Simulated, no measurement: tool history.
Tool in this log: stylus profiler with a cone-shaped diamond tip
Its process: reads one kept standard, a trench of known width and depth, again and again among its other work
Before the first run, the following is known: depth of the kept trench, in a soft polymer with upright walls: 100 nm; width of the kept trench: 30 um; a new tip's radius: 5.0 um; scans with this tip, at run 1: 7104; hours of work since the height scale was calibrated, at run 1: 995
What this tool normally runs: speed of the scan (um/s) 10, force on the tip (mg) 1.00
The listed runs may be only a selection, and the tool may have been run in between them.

run	hour	speed of the scan (um/s)	force on the tip (mg)	scans with this tip	hours of work since the height scale was calibrated	depth of the trench (angstrom)	width of the trench's floor (µm)
1	0.0	10	1.00	7104	995	1007.9	27.91
2	38.9	10	1.00	7320	1026	1008.2	27.86
3	96.0	10	1.00	7638	1070	1008.2	27.92
4	130.1	15	1.00	7829	1097	1008.1	27.92
5	171.4	7	1.00	8059	1129	1008.6	27.96
6	215.6	7	1.00	8305	1164	1008.0	27.97
7	263.9	7	1.00	8574	1201	1008.6	27.97
8	293.0	10	1.00	8736	1224	1009.2	27.88
9	354.5	10	1.00	9078	1272	1008.2	27.95
10	392.9	10	1.00	9292	1302	1007.8	27.92
# hour 419.7: height scale calibrated on a step standard
11	421.6	10	1.00	9450	2	1009.1	27.92
12	478.3	4	0.36	9765	46	1004.2	27.95
13	529.3	5	1.32	10049	86	1009.4	27.93
14	581.2	2	1.00	10338	126	1008.4	27.96
15	611.2	3	2.14	10505	149	1014.1	28.00
16	650.1	7	1.00	10722	180	1008.4	27.95
17	684.5	7	0.38	10914	207	1004.5	27.94

4 options for the next run, each taken on its own from the tool as it stands now. Forecast them:
A	717.3	11	1.67	11096	232	?	?
B	717.3	7	0.53	11096	232	?	?
C	717.3	7	0.38	11096	232	?	?
D	717.3	5	1.00	11096	232	?	?

run	depth of the trench (angstrom)	width of the trench's floor (µm)
A	1011.9	27.93
B	1004.5	27.93
C	1004.2	27.94
D	1007.7	27.96
Take away the tool's hidden state, keep each run's random variation, and the runs would have read:
run	depth of the trench (angstrom)	width of the trench's floor (µm)
A	1011.9	27.94
B	1004.5	27.95
C	1004.2	27.96
D	1007.6	27.98
